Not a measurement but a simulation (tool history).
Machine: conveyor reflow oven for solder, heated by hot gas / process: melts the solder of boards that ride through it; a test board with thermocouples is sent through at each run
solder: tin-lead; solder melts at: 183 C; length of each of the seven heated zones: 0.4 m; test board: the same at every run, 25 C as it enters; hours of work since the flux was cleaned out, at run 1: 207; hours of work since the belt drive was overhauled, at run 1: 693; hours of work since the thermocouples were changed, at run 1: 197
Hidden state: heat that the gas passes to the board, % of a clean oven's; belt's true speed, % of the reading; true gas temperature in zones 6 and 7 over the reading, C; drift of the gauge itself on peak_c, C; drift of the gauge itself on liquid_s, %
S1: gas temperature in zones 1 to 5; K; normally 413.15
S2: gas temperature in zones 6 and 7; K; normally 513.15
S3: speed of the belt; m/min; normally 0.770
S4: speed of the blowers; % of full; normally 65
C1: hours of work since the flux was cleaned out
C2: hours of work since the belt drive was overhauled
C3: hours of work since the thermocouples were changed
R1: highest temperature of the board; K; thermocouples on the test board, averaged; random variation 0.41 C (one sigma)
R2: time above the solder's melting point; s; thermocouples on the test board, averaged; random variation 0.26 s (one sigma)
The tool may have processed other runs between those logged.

Run 1, hour 0.0: usual settings; C1 207; C2 693; C3 197. Result: R1 494.25 K, R2 50.3 s.
Run 2, hour 15.8: usual settings; C1 215; C2 700; C3 204. Result: R1 493.45 K, R2 50.2 s.
Run 3, hour 25.8: usual settings; C1 219; C2 705; C3 209. Result: R1 494.35 K, R2 50.3 s.
Run 4, hour 37.0: usual settings; C1 225; C2 710; C3 214. Result: R1 494.25 K, R2 49.6 s.
Run 5, hour 49.8: usual settings; C1 231; C2 717; C3 221. Result: R1 493.15 K, R2 49.6 s.
Run 6, hour 57.9: usual settings; C1 235; C2 720; C3 224. Result: R1 493.45 K, R2 50.3 s.
Run 7, hour 64.9: usual settings; C1 238; C2 724; C3 228. Result: R1 494.05 K, R2 50.1 s.
Run 8, hour 77.9: usual settings; C1 244; C2 730; C3 234. Result: R1 494.05 K, R2 49.6 s.
Run 9, hour 92.1: usual settings but S2 507.15 K; C1 251; C2 737; C3 241. Result: R1 488.25 K, R2 46.5 s.
Run 10, hour 99.2: usual settings but S2 507.15 K; C1 254; C2 740; C3 244. Result: R1 488.25 K, R2 45.8 s.
Run 11, hour 110.6: usual settings but S2 507.15 K; C1 260; C2 745; C3 249. Result: R1 488.35 K, R2 46.0 s.
Run 12, hour 124.0: usual settings but S1 400.15 K; C1 266; C2 752; C3 256. Result: R1 490.85 K, R2 44.0 s.
Run 13, hour 132.2: usual settings but S1 400.15 K, S3 0.627 m/min, S4 51 % of full; C1 270; C2 756; C3 260. Result: R1 494.45 K, R2 57.7 s.
Run 14, hour 144.3: usual settings but S1 400.15 K, S3 0.779 m/min, S4 58 % of full; C1 276; C2 761; C3 265. Result: R1 487.85 K, R2 41.6 s.
Run 15, hour 153.3: usual settings but S1 400.15 K, S3 0.779 m/min, S4 58 % of full; C1 280; C2 766; C3 270. Result: R1 487.75 K, R2 41.4 s.
Run 16, hour 160.5: usual settings but S1 400.15 K, S3 0.779 m/min, S4 58 % of full; C1 283; C2 769; C3 273. Result: R1 487.35 K, R2 41.2 s.
Run 17, hour 174.8: usual settings but S1 400.15 K, S2 519.15 K, S3 0.693 m/min, S4 76 % of full; C1 290; C2 776; C3 280. Result: R1 502.65 K, R2 56.9 s.
Run 18, hour 184.2: usual settings but S1 401.15 K, S2 504.15 K, S3 0.893 m/min, S4 76 % of full; C1 295; C2 780; C3 284. Result: R1 480.95 K, R2 31.0 s.
Run 19, hour 200.4: usual settings but S1 419.15 K, S2 507.15 K, S3 0.640 m/min, S4 89 % of full; C1 302; C2 788; C3 292. Result: R1 498.45 K, R2 66.5 s.

The logged runs with the hidden state left out (each run's random variation unchanged):
run      R1    R2
  1  496.15  50.9
  2  495.35  50.8
  3  496.35  50.9
  4  496.25  50.2
  5  495.25  50.3
  6  495.65  51.1
  7  496.25  50.9
  8  496.25  50.3
  9  490.55  47.6
 10  490.45  47.0
 11  490.65  47.2
 12  493.55  45.4
 13  496.35  58.5
 14  490.45  43.1
 15  490.45  42.9
 16  490.05  42.7
 17  505.55  57.7
 18  484.45  33.5
 19  500.75  66.9

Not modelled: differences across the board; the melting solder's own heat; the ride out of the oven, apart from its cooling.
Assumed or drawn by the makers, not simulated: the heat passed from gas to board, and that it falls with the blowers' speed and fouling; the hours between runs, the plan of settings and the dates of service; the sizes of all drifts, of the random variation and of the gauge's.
